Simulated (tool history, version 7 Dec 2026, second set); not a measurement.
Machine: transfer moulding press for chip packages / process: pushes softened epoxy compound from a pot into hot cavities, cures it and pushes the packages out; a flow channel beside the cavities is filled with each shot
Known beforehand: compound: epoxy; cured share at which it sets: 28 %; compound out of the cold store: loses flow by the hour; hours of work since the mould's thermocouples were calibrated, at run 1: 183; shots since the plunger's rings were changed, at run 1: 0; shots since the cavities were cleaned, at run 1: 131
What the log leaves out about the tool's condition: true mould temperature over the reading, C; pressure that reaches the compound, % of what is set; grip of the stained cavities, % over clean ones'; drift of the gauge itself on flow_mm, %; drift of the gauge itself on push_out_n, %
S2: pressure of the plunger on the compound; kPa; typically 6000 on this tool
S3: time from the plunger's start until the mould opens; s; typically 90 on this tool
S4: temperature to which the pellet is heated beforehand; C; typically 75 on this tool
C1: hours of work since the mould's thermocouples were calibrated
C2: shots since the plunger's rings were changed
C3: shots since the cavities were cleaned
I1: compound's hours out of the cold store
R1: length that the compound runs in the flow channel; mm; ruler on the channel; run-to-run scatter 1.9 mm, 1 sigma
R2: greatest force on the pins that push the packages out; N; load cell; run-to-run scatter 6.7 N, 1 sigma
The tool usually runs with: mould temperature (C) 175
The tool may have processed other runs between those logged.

run 1 day=0.000 | mould_temperature_(C)=175 S2=6000 S3=90 S4=75 | C1=183 C2=0 C3=131 | I1=22.4 | R1=594 R2=375
run 2 day=0.750 | mould_temperature_(C)=175 S2=6000 S3=108 S4=75 | C1=195 C2=217 C3=348 | I1=46.1 | R1=544 R2=370
run 3 day=1.567 | mould_temperature_(C)=175 S2=6390 S3=90 S4=75 | C1=208 C2=452 C3=583 | I1=41.1 | R1=573 R2=551
run 4 day=1.946 | mould_temperature_(C)=175 S2=6390 S3=90 S4=75 | C1=214 C2=562 C3=693 | I1=19.9 | R1=607 R2=601
-- day=2.129 cavities cleaned with cleaning compound and waxed
run 5 day=2.412 | mould_temperature_(C)=175 S2=6390 S3=90 S4=75 | C1=220 C2=680 C3=82 | I1=46.1 | R1=560 R2=632
run 6 day=2.825 | mould_temperature_(C)=175 S2=5690 S3=90 S4=75 | C1=226 C2=799 C3=201 | I1=22.3 | R1=571 R2=662
run 7 day=3.662 | mould_temperature_(C)=175 S2=5690 S3=90 S4=75 | C1=239 C2=1041 C3=443 | I1=36.1 | R1=544 R2=623
run 8 day=4.146 | mould_temperature_(C)=175 S2=5690 S3=90 S4=75 | C1=247 C2=1181 C3=583 | I1=16.8 | R1=574 R2=661
run 9 day=4.596 | mould_temperature_(C)=175 S2=5690 S3=90 S4=75 | C1=254 C2=1311 C3=713 | I1=28.4 | R1=553 R2=674
-- day=4.725 cavities cleaned with cleaning compound and waxed
run 10 day=5.262 | mould_temperature_(C)=175 S2=5690 S3=90 S4=75 | C1=263 C2=1486 C3=156 | I1=44.3 | R1=526 R2=393
-- day=6.054 cavities cleaned with cleaning compound and waxed, once more
run 11 day=6.162 | mould_temperature_(C)=175 S2=5690 S3=90 S4=75 | C1=276 C2=1729 C3=32 | I1=28.6 | R1=552 R2=304
run 12 day=6.529 | mould_temperature_(C)=175 S2=5690 S3=90 S4=75 | C1=282 C2=1835 C3=138 | I1=18.0 | R1=570 R2=413
run 13 day=7.075 | mould_temperature_(C)=175 S2=5690 S3=90 S4=75 | C1=291 C2=1993 C3=296 | I1=32.1 | R1=541 R2=475
run 14 day=7.754 | mould_temperature_(C)=175 S2=5690 S3=90 S4=66 | C1=301 C2=2189 C3=492 | I1=33.3 | R1=541 R2=547
run 15 day=8.179 | mould_temperature_(C)=175 S2=5690 S3=128 S4=66 | C1=308 C2=2312 C3=615 | I1=9.5 | R1=583 R2=415
run 16 day=8.533 | mould_temperature_(C)=180 S2=6000 S3=90 S4=75 | C1=313 C2=2415 C3=718 | I1=25.9 | R1=560 R2=468
-- day=8.642 cavities cleaned with cleaning compound and waxed
run 17 day=9.362 | mould_temperature_(C)=180 S2=6000 S3=90 S4=75 | C1=325 C2=2636 C3=208 | I1=40.4 | R1=530 R2=339
run 18 day=10.038 | mould_temperature_(C)=175 S2=6600 S3=90 S4=85 | C1=336 C2=2832 C3=404 | I1=12.1 | R1=618 R2=532

The next listed run, before its measurement:
run 19 day=10.817 | mould_temperature_(C)=175 S2=6000 S3=95 S4=66 | C1=348 C2=3058 C3=630 | I1=29.6 | R1=? R2=?

Run 19 yielded R1 553 mm, R2 528 N.
The same run, on a tool lacking any hidden state, would have yielded R1 576 mm, R2 247 N.
